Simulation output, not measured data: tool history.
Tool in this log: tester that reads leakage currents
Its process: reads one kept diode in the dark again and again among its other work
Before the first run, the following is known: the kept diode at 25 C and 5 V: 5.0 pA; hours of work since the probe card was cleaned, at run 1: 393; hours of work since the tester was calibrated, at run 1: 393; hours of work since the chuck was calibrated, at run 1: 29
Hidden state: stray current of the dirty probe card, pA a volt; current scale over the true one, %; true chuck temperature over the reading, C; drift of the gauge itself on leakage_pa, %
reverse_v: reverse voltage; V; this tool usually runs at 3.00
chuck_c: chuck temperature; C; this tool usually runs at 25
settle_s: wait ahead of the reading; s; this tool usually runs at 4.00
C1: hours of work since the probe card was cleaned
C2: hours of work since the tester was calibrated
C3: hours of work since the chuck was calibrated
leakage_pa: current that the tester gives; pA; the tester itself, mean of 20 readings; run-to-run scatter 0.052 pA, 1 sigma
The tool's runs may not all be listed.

{"run": 1, "hour": 0.0, "reverse_v": 3.0, "chuck_c": 25, "settle_s": 4.0, "C1": 393, "C2": 393, "C3": 29, "leakage_pa": 4.43}
{"run": 2, "hour": 30.8, "reverse_v": 3.0, "chuck_c": 25, "settle_s": 4.0, "C1": 414, "C2": 414, "C3": 51, "leakage_pa": 4.44}
{"run": 3, "hour": 91.5, "reverse_v": 3.0, "chuck_c": 25, "settle_s": 4.0, "C1": 456, "C2": 456, "C3": 93, "leakage_pa": 4.42}
{"run": 4, "hour": 121.4, "reverse_v": 3.0, "chuck_c": 33, "settle_s": 4.0, "C1": 477, "C2": 477, "C3": 113, "leakage_pa": 8.54}
{"run": 5, "hour": 162.5, "reverse_v": 7.37, "chuck_c": 33, "settle_s": 4.0, "C1": 505, "C2": 505, "C3": 142, "leakage_pa": 11.81}
{"run": 6, "hour": 214.9, "reverse_v": 3.0, "chuck_c": 25, "settle_s": 4.0, "C1": 541, "C2": 541, "C3": 178, "leakage_pa": 4.39}
{"run": 7, "hour": 243.5, "reverse_v": 3.0, "chuck_c": 25, "settle_s": 4.0, "C1": 561, "C2": 561, "C3": 197, "leakage_pa": 4.5}
{"run": 8, "hour": 270.6, "reverse_v": 3.0, "chuck_c": 39, "settle_s": 4.0, "C1": 579, "C2": 579, "C3": 216, "leakage_pa": 13.71}
{"run": 9, "hour": 302.2, "reverse_v": 3.0, "chuck_c": 39, "settle_s": 4.0, "C1": 601, "C2": 601, "C3": 238, "leakage_pa": 13.72}
{"run": 10, "hour": 329.9, "reverse_v": 3.0, "chuck_c": 39, "settle_s": 4.0, "C1": 620, "C2": 620, "C3": 257, "leakage_pa": 13.78}
{"run": 11, "hour": 385.7, "reverse_v": 3.0, "chuck_c": 39, "settle_s": 4.0, "C1": 659, "C2": 659, "C3": 295, "leakage_pa": 13.9}
{"run": 12, "hour": 431.5, "reverse_v": 3.0, "chuck_c": 25, "settle_s": 4.0, "C1": 690, "C2": 690, "C3": 327, "leakage_pa": 4.41}
{"run": 13, "hour": 485.8, "reverse_v": 3.0, "chuck_c": 25, "settle_s": 4.0, "C1": 728, "C2": 728, "C3": 364, "leakage_pa": 4.45}
{"run": 14, "hour": 525.3, "reverse_v": 3.0, "chuck_c": 38, "settle_s": 4.0, "C1": 755, "C2": 755, "C3": 392, "leakage_pa": 12.72}
{"run": 15, "hour": 589.5, "reverse_v": 3.0, "chuck_c": 25, "settle_s": 0.76, "C1": 799, "C2": 799, "C3": 436, "leakage_pa": 4.81}
{"run": 16, "hour": 629.0, "reverse_v": 3.0, "chuck_c": 25, "settle_s": 0.76, "C1": 827, "C2": 827, "C3": 463, "leakage_pa": 4.9}
{"run": 17, "hour": 659.2, "reverse_v": 3.0, "chuck_c": 25, "settle_s": 0.76, "C1": 847, "C2": 847, "C3": 484, "leakage_pa": 4.86}
{"run": 18, "hour": 693.4, "reverse_v": 3.0, "chuck_c": 25, "settle_s": 0.76, "C1": 871, "C2": 871, "C3": 508, "leakage_pa": 4.83}
{"run": 19, "hour": 750.8, "reverse_v": 3.0, "chuck_c": 25, "settle_s": 0.76, "C1": 911, "C2": 911, "C3": 547, "leakage_pa": 4.85}
{"run": 20, "hour": 784.7, "reverse_v": 3.0, "chuck_c": 25, "settle_s": 0.76, "C1": 934, "C2": 934, "C3": 570, "leakage_pa": 4.99}
{"run": 21, "hour": 828.4, "reverse_v": 2.19, "chuck_c": 25, "settle_s": 1.92, "C1": 964, "C2": 964, "C3": 601, "leakage_pa": 3.93}
{"run": 22, "hour": 856.9, "reverse_v": 5.13, "chuck_c": 30, "settle_s": 0.54, "C1": 984, "C2": 984, "C3": 620, "leakage_pa": 9.43}
{"run": 23, "hour": 884.9, "reverse_v": 1.18, "chuck_c": 26, "settle_s": 9.41, "C1": 1003, "C2": 1003, "C3": 640, "leakage_pa": 3.36}
{"run": 24, "hour": 922.0, "reverse_v": 1.18, "chuck_c": 52, "settle_s": 5.79, "C1": 1029, "C2": 1029, "C3": 665, "leakage_pa": 26.64}
{"run": 25, "hour": 987.1, "reverse_v": 3.0, "chuck_c": 36, "settle_s": 1.31, "C1": 1073, "C2": 1073, "C3": 710, "leakage_pa": 11.04}
{"run": 26, "hour": 1029.3, "reverse_v": 6.65, "chuck_c": 43, "settle_s": 4.0, "C1": 1103, "C2": 1103, "C3": 739, "leakage_pa": 24.75}
{"run": 27, "hour": 1083.7, "reverse_v": 6.65, "chuck_c": 43, "settle_s": 4.0, "C1": 1140, "C2": 1140, "C3": 777, "leakage_pa": 24.86}
{"run": 28, "hour": 1114.7, "reverse_v": 8.85, "chuck_c": 45, "settle_s": 2.28, "C1": 1161, "C2": 1161, "C3": 798, "leakage_pa": 32.25}
{"run": 29, "hour": 1178.5, "reverse_v": 8.85, "chuck_c": 45, "settle_s": 2.28, "C1": 1205, "C2": 1205, "C3": 842, "leakage_pa": 32.35}
{"run": 30, "hour": 1215.1, "reverse_v": 8.85, "chuck_c": 45, "settle_s": 2.28, "C1": 1231, "C2": 1231, "C3": 867, "leakage_pa": 32.19}
{"run": 31, "hour": 1259.2, "reverse_v": 1.07, "chuck_c": 45, "settle_s": 6.59, "C1": 1261, "C2": 1261, "C3": 898, "leakage_pa": 15.27}
{"run": 32, "hour": 1307.7, "reverse_v": 1.07, "chuck_c": 45, "settle_s": 6.59, "C1": 1294, "C2": 1294, "C3": 931, "leakage_pa": 15.29}
{"run": 33, "hour": 1361.1, "reverse_v": 1.07, "chuck_c": 35, "settle_s": 3.38, "C1": 1331, "C2": 1331, "C3": 968, "leakage_pa": 6.96}
{"run": 34, "hour": 1401.8, "reverse_v": 1.07, "chuck_c": 35, "settle_s": 3.38, "C1": 1359, "C2": 1359, "C3": 996, "leakage_pa": 6.97}
{"run": 35, "hour": 1434.2, "reverse_v": 1.07, "chuck_c": 35, "settle_s": 3.38, "C1": 1382, "C2": 1382, "C3": 1018, "leakage_pa": 6.94}
{"run": 36, "hour": 1463.2, "reverse_v": 3.0, "chuck_c": 28, "settle_s": 0.54, "C1": 1402, "C2": 1402, "C3": 1038, "leakage_pa": 6.45}
{"run": 37, "hour": 1497.8, "reverse_v": 3.76, "chuck_c": 52, "settle_s": 4.0, "C1": 1426, "C2": 1426, "C3": 1062, "leakage_pa": 39.89}
{"run": 38, "hour": 1534.8, "reverse_v": 3.76, "chuck_c": 52, "settle_s": 4.0, "C1": 1451, "C2": 1451, "C3": 1088, "leakage_pa": 39.95}
{"run": 39, "hour": 1571.6, "reverse_v": 3.76, "chuck_c": 52, "settle_s": 0.39, "C1": 1476, "C2": 1476, "C3": 1113, "leakage_pa": 41.56}

Each row is a separate what-if for the run after 39, all from the same tool condition, not one after another. Results?
{"run": "A", "hour": 1635.9, "reverse_v": 5.18, "chuck_c": 52, "settle_s": 2.11, "C1": 1521, "C2": 1521, "C3": 1157, "leakage_pa": "?"}
{"run": "B", "hour": 1635.9, "reverse_v": 3.76, "chuck_c": 52, "settle_s": 0.97, "C1": 1521, "C2": 1521, "C3": 1157, "leakage_pa": "?"}
{"run": "C", "hour": 1635.9, "reverse_v": 3.76, "chuck_c": 23, "settle_s": 2.98, "C1": 1521, "C2": 1521, "C3": 1157, "leakage_pa": "?"}
{"run": "D", "hour": 1635.9, "reverse_v": 5.06, "chuck_c": 43, "settle_s": 1.02, "C1": 1521, "C2": 1521, "C3": 1157, "leakage_pa": "?"}

run=A leakage_pa=44.60
run=B leakage_pa=40.36
run=C leakage_pa=4.15
run=D leakage_pa=23.00
What these runs would have given with no unlogged condition in the tool:
run=A leakage_pa=44.60
run=B leakage_pa=40.36
run=C leakage_pa=4.14
run=D leakage_pa=22.99
